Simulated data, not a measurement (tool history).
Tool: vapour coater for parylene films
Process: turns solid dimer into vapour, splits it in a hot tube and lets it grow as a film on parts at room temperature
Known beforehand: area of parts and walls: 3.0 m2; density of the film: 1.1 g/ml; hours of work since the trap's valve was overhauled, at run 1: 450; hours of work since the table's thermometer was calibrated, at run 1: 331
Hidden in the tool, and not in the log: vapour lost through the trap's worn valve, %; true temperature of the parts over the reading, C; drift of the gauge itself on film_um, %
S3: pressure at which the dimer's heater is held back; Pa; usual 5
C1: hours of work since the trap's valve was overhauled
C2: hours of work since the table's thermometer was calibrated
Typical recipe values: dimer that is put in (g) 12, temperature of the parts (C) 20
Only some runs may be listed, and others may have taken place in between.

{"run": 1, "hour": 0.0, "dimer that is put in (g)": 12, "temperature of the parts (C)": 20, "S3": 5, "C1": 450, "C2": 331, "thickness of the film (nm)": 1920}
{"run": 2, "hour": 22.9, "dimer that is put in (g)": 11, "temperature of the parts (C)": 20, "S3": 5, "C1": 461, "C2": 342, "thickness of the film (nm)": 1770}
{"run": 3, "hour": 44.1, "dimer that is put in (g)": 18, "temperature of the parts (C)": 20, "S3": 5, "C1": 471, "C2": 352, "thickness of the film (nm)": 2880}
{"run": 4, "hour": 67.1, "dimer that is put in (g)": 12, "temperature of the parts (C)": 20, "S3": 3.13, "C1": 482, "C2": 363, "thickness of the film (nm)": 2000}
{"hour": 94.6, "done": "trap's valve overhauled"}
{"run": 5, "hour": 104.6, "dimer that is put in (g)": 12, "temperature of the parts (C)": 20, "S3": 11.16, "C1": 5, "C2": 379, "thickness of the film (nm)": 1920}
{"run": 6, "hour": 129.1, "dimer that is put in (g)": 12, "temperature of the parts (C)": 24, "S3": 5, "C1": 16, "C2": 391, "thickness of the film (nm)": 1810}
{"run": 7, "hour": 162.0, "dimer that is put in (g)": 12, "temperature of the parts (C)": 20, "S3": 4.91, "C1": 32, "C2": 406, "thickness of the film (nm)": 2190}
{"run": 8, "hour": 206.7, "dimer that is put in (g)": 12, "temperature of the parts (C)": 20, "S3": 4.91, "C1": 54, "C2": 428, "thickness of the film (nm)": 2180}
{"run": 9, "hour": 242.7, "dimer that is put in (g)": 12, "temperature of the parts (C)": 23, "S3": 4.91, "C1": 71, "C2": 445, "thickness of the film (nm)": 1920}
{"run": 10, "hour": 266.7, "dimer that is put in (g)": 12, "temperature of the parts (C)": 23, "S3": 4.91, "C1": 82, "C2": 456, "thickness of the film (nm)": 1880}
{"run": 11, "hour": 315.7, "dimer that is put in (g)": 12, "temperature of the parts (C)": 20, "S3": 5, "C1": 106, "C2": 480, "thickness of the film (nm)": 2120}
{"run": 12, "hour": 350.8, "dimer that is put in (g)": 12, "temperature of the parts (C)": 20, "S3": 5, "C1": 122, "C2": 496, "thickness of the film (nm)": 2100}
{"run": 13, "hour": 376.7, "dimer that is put in (g)": 12, "temperature of the parts (C)": 24, "S3": 5, "C1": 135, "C2": 509, "thickness of the film (nm)": 1740}
{"run": 14, "hour": 412.1, "dimer that is put in (g)": 12, "temperature of the parts (C)": 20, "S3": 5, "C1": 152, "C2": 526, "thickness of the film (nm)": 2130}
{"run": 15, "hour": 432.2, "dimer that is put in (g)": 12, "temperature of the parts (C)": 20, "S3": 5, "C1": 161, "C2": 535, "thickness of the film (nm)": 2070}
{"run": 16, "hour": 469.3, "dimer that is put in (g)": 21, "temperature of the parts (C)": 20, "S3": 5, "C1": 179, "C2": 553, "thickness of the film (nm)": 3670}
{"run": 17, "hour": 495.3, "dimer that is put in (g)": 21, "temperature of the parts (C)": 20, "S3": 5, "C1": 191, "C2": 565, "thickness of the film (nm)": 3620}
{"run": 18, "hour": 523.1, "dimer that is put in (g)": 10, "temperature of the parts (C)": 13, "S3": 7.14, "C1": 205, "C2": 579, "thickness of the film (nm)": 2320}
{"run": 19, "hour": 563.3, "dimer that is put in (g)": 8, "temperature of the parts (C)": 20, "S3": 4.55, "C1": 224, "C2": 598, "thickness of the film (nm)": 1380}
{"run": 20, "hour": 595.7, "dimer that is put in (g)": 8, "temperature of the parts (C)": 20, "S3": 4.55, "C1": 239, "C2": 613, "thickness of the film (nm)": 1360}
{"run": 21, "hour": 621.8, "dimer that is put in (g)": 8, "temperature of the parts (C)": 20, "S3": 4.55, "C1": 252, "C2": 626, "thickness of the film (nm)": 1410}
{"run": 22, "hour": 666.2, "dimer that is put in (g)": 8, "temperature of the parts (C)": 20, "S3": 4.55, "C1": 273, "C2": 647, "thickness of the film (nm)": 1410}
{"run": 23, "hour": 702.2, "dimer that is put in (g)": 9, "temperature of the parts (C)": 20, "S3": 7.25, "C1": 290, "C2": 664, "thickness of the film (nm)": 1470}
{"run": 24, "hour": 731.5, "dimer that is put in (g)": 21, "temperature of the parts (C)": 17, "S3": 5, "C1": 304, "C2": 678, "thickness of the film (nm)": 4050}
{"run": 25, "hour": 777.3, "dimer that is put in (g)": 6, "temperature of the parts (C)": 17, "S3": 5, "C1": 326, "C2": 700, "thickness of the film (nm)": 1160}
{"run": 26, "hour": 816.7, "dimer that is put in (g)": 15, "temperature of the parts (C)": 25, "S3": 5, "C1": 345, "C2": 719, "thickness of the film (nm)": 2020}
{"run": 27, "hour": 862.6, "dimer that is put in (g)": 15, "temperature of the parts (C)": 25, "S3": 5, "C1": 367, "C2": 741, "thickness of the film (nm)": 1950}
{"run": 28, "hour": 891.0, "dimer that is put in (g)": 14, "temperature of the parts (C)": 32, "S3": 2.78, "C1": 380, "C2": 754, "thickness of the film (nm)": 1470}
{"run": 29, "hour": 933.8, "dimer that is put in (g)": 14, "temperature of the parts (C)": 32, "S3": 2.78, "C1": 401, "C2": 775, "thickness of the film (nm)": 1420}

Here are 3 independent what-if runs from the current tool condition. What would each one return?
{"run": "A", "hour": 979.7, "dimer that is put in (g)": 15, "temperature of the parts (C)": 21, "S3": 4.5, "C1": 423, "C2": 797, "thickness of the film (nm)": "?"}
{"run": "B", "hour": 979.7, "dimer that is put in (g)": 12, "temperature of the parts (C)": 20, "S3": 11.59, "C1": 423, "C2": 797, "thickness of the film (nm)": "?"}
{"run": "C", "hour": 979.7, "dimer that is put in (g)": 21, "temperature of the parts (C)": 21, "S3": 11.68, "C1": 423, "C2": 797, "thickness of the film (nm)": "?"}

run=A thickness_of_the_film_(nm)=2350
run=B thickness_of_the_film_(nm)=1740
run=C thickness_of_the_film_(nm)=2930
Stripped of hidden state, with their random variation kept, the same runs would have yielded:
run=A thickness_of_the_film_(nm)=2580
run=B thickness_of_the_film_(nm)=1910
run=C thickness_of_the_film_(nm)=3220

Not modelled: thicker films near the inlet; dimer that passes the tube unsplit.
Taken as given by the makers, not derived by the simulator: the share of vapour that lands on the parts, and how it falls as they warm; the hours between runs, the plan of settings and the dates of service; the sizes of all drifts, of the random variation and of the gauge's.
